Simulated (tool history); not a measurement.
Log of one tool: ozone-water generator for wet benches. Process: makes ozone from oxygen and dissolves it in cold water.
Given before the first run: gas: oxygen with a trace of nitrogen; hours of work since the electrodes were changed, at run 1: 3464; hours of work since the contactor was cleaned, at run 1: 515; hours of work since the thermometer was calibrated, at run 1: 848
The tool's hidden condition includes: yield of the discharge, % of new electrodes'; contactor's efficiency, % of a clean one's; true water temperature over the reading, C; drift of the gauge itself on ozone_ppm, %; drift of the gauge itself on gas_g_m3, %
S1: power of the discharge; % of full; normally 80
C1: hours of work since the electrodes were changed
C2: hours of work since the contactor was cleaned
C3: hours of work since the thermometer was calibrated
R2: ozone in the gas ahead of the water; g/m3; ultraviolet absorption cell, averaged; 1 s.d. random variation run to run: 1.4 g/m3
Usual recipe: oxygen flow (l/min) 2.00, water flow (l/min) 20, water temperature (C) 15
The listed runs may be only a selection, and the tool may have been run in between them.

run 1 hour=0.0 | S1=80 oxygen_flow_(l/min)=2.00 water_flow_(l/min)=20 water_temperature_(C)=15 | C1=3464 C2=515 C3=848 | dissolved_ozone_(ppm)=13.8 R2=224.2
run 2 hour=107.5 | S1=80 oxygen_flow_(l/min)=2.00 water_flow_(l/min)=20 water_temperature_(C)=15 | C1=3532 C2=582 C3=916 | dissolved_ozone_(ppm)=13.8 R2=223.3
run 3 hour=262.5 | S1=80 oxygen_flow_(l/min)=2.00 water_flow_(l/min)=20 water_temperature_(C)=15 | C1=3629 C2=680 C3=1013 | dissolved_ozone_(ppm)=13.8 R2=222.3
run 4 hour=333.5 | S1=80 oxygen_flow_(l/min)=2.00 water_flow_(l/min)=20 water_temperature_(C)=15 | C1=3674 C2=724 C3=1058 | dissolved_ozone_(ppm)=13.7 R2=224.1
run 5 hour=455.3 | S1=80 oxygen_flow_(l/min)=2.00 water_flow_(l/min)=20 water_temperature_(C)=15 | C1=3750 C2=801 C3=1135 | dissolved_ozone_(ppm)=13.5 R2=223.6
run 6 hour=620.7 | S1=80 oxygen_flow_(l/min)=2.00 water_flow_(l/min)=20 water_temperature_(C)=15 | C1=3854 C2=905 C3=1239 | dissolved_ozone_(ppm)=13.5 R2=224.6
run 7 hour=782.5 | S1=80 oxygen_flow_(l/min)=2.00 water_flow_(l/min)=20 water_temperature_(C)=15 | C1=3956 C2=1007 C3=1340 | dissolved_ozone_(ppm)=13.5 R2=220.3
run 8 hour=858.9 | S1=80 oxygen_flow_(l/min)=2.00 water_flow_(l/min)=20 water_temperature_(C)=15 | C1=4004 C2=1055 C3=1388 | dissolved_ozone_(ppm)=13.5 R2=220.8
run 9 hour=976.8 | S1=80 oxygen_flow_(l/min)=2.00 water_flow_(l/min)=20 water_temperature_(C)=15 | C1=4078 C2=1129 C3=1462 | dissolved_ozone_(ppm)=13.6 R2=219.5
run 10 hour=1113.3 | S1=80 oxygen_flow_(l/min)=2.00 water_flow_(l/min)=20 water_temperature_(C)=15 | C1=4164 C2=1214 C3=1548 | dissolved_ozone_(ppm)=13.4 R2=218.8
run 11 hour=1200.5 | S1=80 oxygen_flow_(l/min)=2.00 water_flow_(l/min)=20 water_temperature_(C)=15 | C1=4219 C2=1269 C3=1603 | dissolved_ozone_(ppm)=13.4 R2=220.1
run 12 hour=1349.4 | S1=80 oxygen_flow_(l/min)=2.00 water_flow_(l/min)=20 water_temperature_(C)=15 | C1=4312 C2=1363 C3=1696 | dissolved_ozone_(ppm)=13.4 R2=220.0
run 13 hour=1508.0 | S1=80 oxygen_flow_(l/min)=2.00 water_flow_(l/min)=20 water_temperature_(C)=15 | C1=4412 C2=1462 C3=1796 | dissolved_ozone_(ppm)=13.2 R2=217.4
run 14 hour=1576.7 | S1=80 oxygen_flow_(l/min)=2.00 water_flow_(l/min)=20 water_temperature_(C)=15 | C1=4455 C2=1506 C3=1839 | dissolved_ozone_(ppm)=13.3 R2=215.8
run 15 hour=1714.4 | S1=80 oxygen_flow_(l/min)=2.00 water_flow_(l/min)=20 water_temperature_(C)=12 | C1=4542 C2=1592 C3=1926 | dissolved_ozone_(ppm)=13.5 R2=216.7
run 16 hour=1857.4 | S1=80 oxygen_flow_(l/min)=2.12 water_flow_(l/min)=20 water_temperature_(C)=15 | C1=4632 C2=1682 C3=2016 | dissolved_ozone_(ppm)=13.5 R2=208.2
run 17 hour=2010.1 | S1=80 oxygen_flow_(l/min)=2.12 water_flow_(l/min)=20 water_temperature_(C)=15 | C1=4728 C2=1778 C3=2112 | dissolved_ozone_(ppm)=13.3 R2=206.6
run 18 hour=2117.4 | S1=50 oxygen_flow_(l/min)=2.12 water_flow_(l/min)=20 water_temperature_(C)=15 | C1=4795 C2=1845 C3=2179 | dissolved_ozone_(ppm)=9.5 R2=147.9
run 19 hour=2283.4 | S1=61 oxygen_flow_(l/min)=1.11 water_flow_(l/min)=14 water_temperature_(C)=19 | C1=4899 C2=1950 C3=2283 | dissolved_ozone_(ppm)=14.1 R2=258.0
run 20 hour=2425.0 | S1=61 oxygen_flow_(l/min)=1.11 water_flow_(l/min)=14 water_temperature_(C)=19 | C1=4988 C2=2039 C3=2372 | dissolved_ozone_(ppm)=13.5 R2=256.4
run 21 hour=2510.5 | S1=61 oxygen_flow_(l/min)=1.11 water_flow_(l/min)=14 water_temperature_(C)=19 | C1=5042 C2=2092 C3=2426 | dissolved_ozone_(ppm)=13.7 R2=256.1
run 22 hour=2579.0 | S1=74 oxygen_flow_(l/min)=1.11 water_flow_(l/min)=14 water_temperature_(C)=10 | C1=5085 C2=2136 C3=2469 | dissolved_ozone_(ppm)=16.5 R2=294.1
run 23 hour=2675.2 | S1=72 oxygen_flow_(l/min)=2.00 water_flow_(l/min)=22 water_temperature_(C)=15 | C1=5146 C2=2196 C3=2530 | dissolved_ozone_(ppm)=10.9 R2=196.5
run 24 hour=2776.6 | S1=72 oxygen_flow_(l/min)=2.00 water_flow_(l/min)=22 water_temperature_(C)=15 | C1=5209 C2=2260 C3=2593 | dissolved_ozone_(ppm)=10.9 R2=194.8
run 25 hour=2918.2 | S1=41 oxygen_flow_(l/min)=2.00 water_flow_(l/min)=22 water_temperature_(C)=15 | C1=5298 C2=2349 C3=2682 | dissolved_ozone_(ppm)=7.2 R2=131.1
run 26 hour=3010.6 | S1=41 oxygen_flow_(l/min)=2.00 water_flow_(l/min)=22 water_temperature_(C)=15 | C1=5356 C2=2407 C3=2740 | dissolved_ozone_(ppm)=7.2 R2=131.1
run 27 hour=3081.8 | S1=80 oxygen_flow_(l/min)=1.44 water_flow_(l/min)=30 water_temperature_(C)=15 | C1=5401 C2=2452 C3=2785 | dissolved_ozone_(ppm)=7.7 R2=259.4
run 28 hour=3225.6 | S1=80 oxygen_flow_(l/min)=1.44 water_flow_(l/min)=30 water_temperature_(C)=15 | C1=5491 C2=2542 C3=2876 | dissolved_ozone_(ppm)=7.7 R2=257.9
run 29 hour=3373.7 | S1=80 oxygen_flow_(l/min)=1.44 water_flow_(l/min)=30 water_temperature_(C)=15 | C1=5584 C2=2635 C3=2969 | dissolved_ozone_(ppm)=7.4 R2=255.7
run 30 hour=3449.6 | S1=80 oxygen_flow_(l/min)=1.44 water_flow_(l/min)=30 water_temperature_(C)=15 | C1=5632 C2=2683 C3=3016 | dissolved_ozone_(ppm)=7.5 R2=256.0
run 31 hour=3528.1 | S1=67 oxygen_flow_(l/min)=2.00 water_flow_(l/min)=20 water_temperature_(C)=14 | C1=5682 C2=2732 C3=3066 | dissolved_ozone_(ppm)=11.2 R2=182.8
run 32 hour=3599.0 | S1=50 oxygen_flow_(l/min)=2.00 water_flow_(l/min)=20 water_temperature_(C)=15 | C1=5726 C2=2777 C3=3110 | dissolved_ozone_(ppm)=9.1 R2=149.0
run 33 hour=3755.5 | S1=99 oxygen_flow_(l/min)=2.55 water_flow_(l/min)=17 water_temperature_(C)=14 | C1=5824 C2=2875 C3=3209 | dissolved_ozone_(ppm)=17.8 R2=204.6

Per-run results on a tool with no hidden state, each run keeping its own random variation:
run=1 dissolved_ozone_(ppm)=16.0 R2=258.2
run=2 dissolved_ozone_(ppm)=16.0 R2=257.9
run=3 dissolved_ozone_(ppm)=16.0 R2=257.6
run=4 dissolved_ozone_(ppm)=15.9 R2=259.9
run=5 dissolved_ozone_(ppm)=15.9 R2=260.1
run=6 dissolved_ozone_(ppm)=15.9 R2=262.1
run=7 dissolved_ozone_(ppm)=16.0 R2=258.4
run=8 dissolved_ozone_(ppm)=16.0 R2=259.3
run=9 dissolved_ozone_(ppm)=16.1 R2=258.5
run=10 dissolved_ozone_(ppm)=16.0 R2=258.8
run=11 dissolved_ozone_(ppm)=16.0 R2=260.6
run=12 dissolved_ozone_(ppm)=16.1 R2=261.5
run=13 dissolved_ozone_(ppm)=15.9 R2=259.4
run=14 dissolved_ozone_(ppm)=16.0 R2=258.1
run=15 dissolved_ozone_(ppm)=16.3 R2=259.9
run=16 dissolved_ozone_(ppm)=16.3 R2=250.6
run=17 dissolved_ozone_(ppm)=16.2 R2=249.6
run=18 dissolved_ozone_(ppm)=10.9 R2=168.0
run=19 dissolved_ozone_(ppm)=16.6 R2=302.1
run=20 dissolved_ozone_(ppm)=16.0 R2=301.3
run=21 dissolved_ozone_(ppm)=16.3 R2=301.6
run=22 dissolved_ozone_(ppm)=20.2 R2=356.4
run=23 dissolved_ozone_(ppm)=13.3 R2=237.9
run=24 dissolved_ozone_(ppm)=13.4 R2=236.3
run=25 dissolved_ozone_(ppm)=8.2 R2=146.8
run=26 dissolved_ozone_(ppm)=8.2 R2=146.8
run=27 dissolved_ozone_(ppm)=9.7 R2=322.3
run=28 dissolved_ozone_(ppm)=9.7 R2=321.4
run=29 dissolved_ozone_(ppm)=9.4 R2=319.7
run=30 dissolved_ozone_(ppm)=9.6 R2=320.7
run=31 dissolved_ozone_(ppm)=13.8 R2=223.2
run=32 dissolved_ozone_(ppm)=10.8 R2=173.8
run=33 dissolved_ozone_(ppm)=23.5 R2=267.5
